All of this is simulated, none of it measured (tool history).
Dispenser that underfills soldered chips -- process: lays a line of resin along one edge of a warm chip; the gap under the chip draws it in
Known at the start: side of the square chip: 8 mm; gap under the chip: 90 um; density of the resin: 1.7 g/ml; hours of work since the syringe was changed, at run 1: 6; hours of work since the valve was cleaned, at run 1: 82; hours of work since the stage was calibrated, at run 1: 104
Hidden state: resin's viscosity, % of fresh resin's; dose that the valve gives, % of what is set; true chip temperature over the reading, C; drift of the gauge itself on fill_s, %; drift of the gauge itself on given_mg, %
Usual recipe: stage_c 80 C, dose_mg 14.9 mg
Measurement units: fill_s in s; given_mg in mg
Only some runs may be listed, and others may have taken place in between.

run	hour	stage_c	dose_mg	hours of work since the syringe was changed	hours of work since the valve was cleaned	hours of work since the stage was calibrated	fill_s	given_mg
1	0.0	80	14.9	6	82	104	48.3	14.35
# hour 0.6: new syringe of resin
2	2.4	68	14.9	1	84	106	56.6	14.49
3	5.1	68	14.9	3	86	108	64.3	14.41
4	8.6	68	19.0	6	88	110	73.5	18.45
# hour 9.7: new syringe of resin
5	10.9	68	19.0	1	90	112	53.9	18.46
6	13.8	68	19.0	3	92	114	62.4	18.50
7	16.3	68	19.0	5	94	116	68.4	18.36
# hour 18.7: new syringe of resin
8	19.2	80	14.9	0	96	118	35.6	14.31
9	21.7	80	14.9	2	97	120	39.3	14.39
10	24.0	80	14.9	4	99	121	43.5	14.43
# hour 27.7: new syringe of resin
11	27.8	80	14.9	0	102	124	33.8	14.30
12	30.1	80	14.0	2	103	126	38.9	13.60
13	32.3	80	14.0	3	105	127	43.4	13.55
14	34.8	80	14.0	5	107	129	48.3	13.61
# hour 36.5: new syringe of resin
15	39.6	80	14.9	2	110	133	39.8	14.49
16	42.3	80	14.9	4	112	135	45.2	14.46
17	44.7	79	14.9	6	114	136	51.2	14.30
# hour 45.3: new syringe of resin
18	48.9	79	14.9	3	117	139	41.9	14.35
19	52.6	79	13.3	5	120	142	50.1	12.81
# hour 54.1: new syringe of resin
20	56.1	82	16.6	1	122	144	33.9	16.03
21	59.0	80	16.0	4	124	147	42.7	15.44
22	62.0	80	17.5	6	127	149	48.0	16.83
# hour 63.0: new syringe of resin
23	65.5	80	17.5	2	129	151	37.8	16.67
# hour 69.6: dispensing valve cleaned and set on the balance
24	71.3	80	17.5	5	1	155	45.9	17.50
# hour 72.8: new syringe of resin
25	75.3	80	17.5	2	4	158	37.6	17.44
26	78.4	80	17.5	4	6	160	42.6	17.60
# hour 81.6: new syringe of resin
27	82.1	78	13.8	0	9	162	38.6	13.82
28	86.5	83	18.2	4	12	166	37.1	18.15
# hour 90.6: new syringe of resin
29	91.1	77	14.7	0	15	169	39.3	14.74
30	94.6	77	14.7	3	18	172	47.3	14.65
31	96.6	77	14.7	4	19	173	50.4	14.60
# hour 99.5: new syringe of resin
32	101.0	90	17.8	1	23	176	25.3	17.77
33	104.2	76	13.1	3	25	178	50.0	13.04
34	106.7	67	15.5	5	27	180	73.7	15.42
# hour 108.4: new syringe of resin
35	109.2	93	15.3	1	28	182	22.2	15.18
36	111.4	93	13.0	2	30	184	25.6	12.91

Below, some changes in fill_s between adjacent runs. For each, the amount present without the hidden state too (settings, incoming material, random variation) and the amount remaining for the hidden state with gauge scatter not shared by both compared results:
Run 4 -> 5: new syringe of resin. fill_s -19.6 s: hidden state -19.0, all else -0.6.
Run 7 -> 8: stage_c 68 -> 80, dose_mg 19.0 -> 14.9, new syringe of resin. fill_s -32.8 s: hidden state -15.8, all else -17.0.
Run 31 -> 32: stage_c 77 -> 90, dose_mg 14.7 -> 17.8, new syringe of resin. fill_s -25.1 s: hidden state -10.9, all else -14.2.
Run 34 -> 35: stage_c 67 -> 93, dose_mg 15.5 -> 15.3, new syringe of resin. fill_s -51.5 s: hidden state -18.2, all else -33.3.

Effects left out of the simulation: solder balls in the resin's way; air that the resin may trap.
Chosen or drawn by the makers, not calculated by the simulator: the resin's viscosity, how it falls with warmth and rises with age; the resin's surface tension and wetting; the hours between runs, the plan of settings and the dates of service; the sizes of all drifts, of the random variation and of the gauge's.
